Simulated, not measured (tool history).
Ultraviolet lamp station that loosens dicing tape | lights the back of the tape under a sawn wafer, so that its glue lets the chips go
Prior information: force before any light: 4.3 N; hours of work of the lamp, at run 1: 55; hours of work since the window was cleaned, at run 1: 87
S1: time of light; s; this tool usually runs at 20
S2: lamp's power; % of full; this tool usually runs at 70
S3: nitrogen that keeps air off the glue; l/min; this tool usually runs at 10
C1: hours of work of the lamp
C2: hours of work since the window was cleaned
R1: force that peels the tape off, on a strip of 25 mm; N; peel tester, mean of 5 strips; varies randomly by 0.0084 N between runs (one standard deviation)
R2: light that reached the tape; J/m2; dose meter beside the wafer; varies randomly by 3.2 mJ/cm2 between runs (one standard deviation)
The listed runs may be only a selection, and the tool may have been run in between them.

run,hour,S1,S2,S3,C1,C2,R1,R2
1,0.0,20,70,10,55,87,0.364,4650
2,9.3,20,70,10,59,91,0.371,4670
3,14.1,20,70,10,61,93,0.359,4700
4,18.2,20,70,10,63,95,0.352,4720
5,22.6,20,70,10,65,97,0.359,4690
6,27.2,20,70,7,67,99,0.408,4660
7,36.6,20,100,10,71,103,0.220,6640
# hour 37.6: window cleaned of glue's vapour
8,46.2,20,70,9,75,4,0.378,4640
9,53.3,20,70,9,78,7,0.381,4610
10,62.8,20,70,18,83,11,0.327,4630
11,70.7,20,70,18,86,15,0.335,4530
12,75.7,20,70,17,88,17,0.341,4580
13,82.6,29,70,5,91,20,0.268,6600
14,86.6,14,64,5,93,22,0.963,2910
15,96.1,19,89,10,97,26,0.285,5490
# hour 98.3: window cleaned of glue's vapour, once more
16,106.6,25,94,6,102,4,0.226,7760
17,111.7,25,94,6,104,6,0.220,7880

Forecast each of these 4 alternatives for the next run:
A,117.0,12,100,17,106,8,?,?
B,117.0,25,94,6,106,8,?,?
C,117.0,25,100,5,106,8,?,?
D,117.0,20,61,14,106,8,?,?

run,R1,R2
A,0.420,4020
B,0.232,7740
C,0.215,8400
D,0.426,4080
With the hidden condition removed and each run's random variation left untouched, the same runs would have given:
run,R1,R2
A,0.386,4250
B,0.224,8170
C,0.207,8870
D,0.391,4310
